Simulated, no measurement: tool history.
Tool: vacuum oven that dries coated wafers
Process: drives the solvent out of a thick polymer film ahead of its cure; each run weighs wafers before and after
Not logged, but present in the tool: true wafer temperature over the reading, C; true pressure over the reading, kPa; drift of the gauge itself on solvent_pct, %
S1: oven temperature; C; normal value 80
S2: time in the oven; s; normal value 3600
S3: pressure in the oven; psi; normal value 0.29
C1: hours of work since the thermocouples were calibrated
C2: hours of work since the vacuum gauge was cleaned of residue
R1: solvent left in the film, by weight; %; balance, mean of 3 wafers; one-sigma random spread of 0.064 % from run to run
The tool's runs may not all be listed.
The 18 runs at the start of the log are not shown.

{"run": 19, "hour": 313.2, "S1": 80, "S2": 3600, "S3": 0.29, "C1": 425, "C2": 468, "R1": 4.18}
{"run": 20, "hour": 325.2, "S1": 80, "S2": 3600, "S3": 0.29, "C1": 431, "C2": 474, "R1": 4.35}
{"run": 21, "hour": 349.7, "S1": 80, "S2": 3600, "S3": 0.29, "C1": 443, "C2": 486, "R1": 4.39}
{"run": 22, "hour": 367.4, "S1": 71, "S2": 5700, "S3": 0.512, "C1": 451, "C2": 495, "R1": 7.55}
{"run": 23, "hour": 384.6, "S1": 68, "S2": 3600, "S3": 0.263, "C1": 460, "C2": 504, "R1": 9.98}
{"run": 24, "hour": 406.3, "S1": 68, "S2": 3600, "S3": 0.263, "C1": 471, "C2": 514, "R1": 9.95}
{"run": 25, "hour": 417.6, "S1": 76, "S2": 3600, "S3": 0.622, "C1": 476, "C2": 520, "R1": 7.89}
{"run": 26, "hour": 438.9, "S1": 77, "S2": 3060, "S3": 0.622, "C1": 487, "C2": 530, "R1": 8.17}
{"run": 27, "hour": 459.5, "S1": 77, "S2": 3060, "S3": 0.622, "C1": 497, "C2": 541, "R1": 8.2}
{"run": 28, "hour": 478.5, "S1": 77, "S2": 3060, "S3": 0.622, "C1": 506, "C2": 550, "R1": 8.21}
{"hour": 481.3, "done": "vacuum gauge cleaned of residue and calibrated"}
{"run": 29, "hour": 504.1, "S1": 70, "S2": 3420, "S3": 0.885, "C1": 518, "C2": 11, "R1": 12.79}
{"run": 30, "hour": 526.6, "S1": 86, "S2": 3600, "S3": 0.511, "C1": 529, "C2": 22, "R1": 3.47}
{"run": 31, "hour": 544.1, "S1": 89, "S2": 3120, "S3": 0.434, "C1": 538, "C2": 31, "R1": 2.89}
{"run": 32, "hour": 566.2, "S1": 80, "S2": 3600, "S3": 0.571, "C1": 549, "C2": 42, "R1": 5.8}
{"run": 33, "hour": 587.8, "S1": 91, "S2": 3300, "S3": 0.792, "C1": 560, "C2": 53, "R1": 3.55}
{"run": 34, "hour": 601.5, "S1": 91, "S2": 3300, "S3": 0.792, "C1": 566, "C2": 59, "R1": 3.58}
{"run": 35, "hour": 615.0, "S1": 91, "S2": 3300, "S3": 0.792, "C1": 573, "C2": 66, "R1": 3.51}
{"run": 36, "hour": 628.3, "S1": 91, "S2": 3300, "S3": 0.792, "C1": 580, "C2": 73, "R1": 3.52}
{"hour": 639.7, "done": "vacuum gauge cleaned of residue and calibrated, once more"}
{"run": 37, "hour": 644.7, "S1": 80, "S2": 3600, "S3": 0.16, "C1": 587, "C2": 2, "R1": 3.66}
{"run": 38, "hour": 664.0, "S1": 87, "S2": 3600, "S3": 0.175, "C1": 597, "C2": 12, "R1": 1.57}
{"run": 39, "hour": 685.1, "S1": 87, "S2": 5100, "S3": 0.29, "C1": 607, "C2": 22, "R1": 1.45}
{"run": 40, "hour": 704.6, "S1": 93, "S2": 1860, "S3": 0.29, "C1": 617, "C2": 32, "R1": 2.7}

For run 41, what comes out?
{"run": 41, "hour": 719.2, "S1": 80, "S2": 4020, "S3": 0.29, "C1": 624, "C2": 39, "R1": "?"}

Run 41 measured R1 3.93 %.
With no hidden state in the tool, this same run would have given R1 3.58 %.

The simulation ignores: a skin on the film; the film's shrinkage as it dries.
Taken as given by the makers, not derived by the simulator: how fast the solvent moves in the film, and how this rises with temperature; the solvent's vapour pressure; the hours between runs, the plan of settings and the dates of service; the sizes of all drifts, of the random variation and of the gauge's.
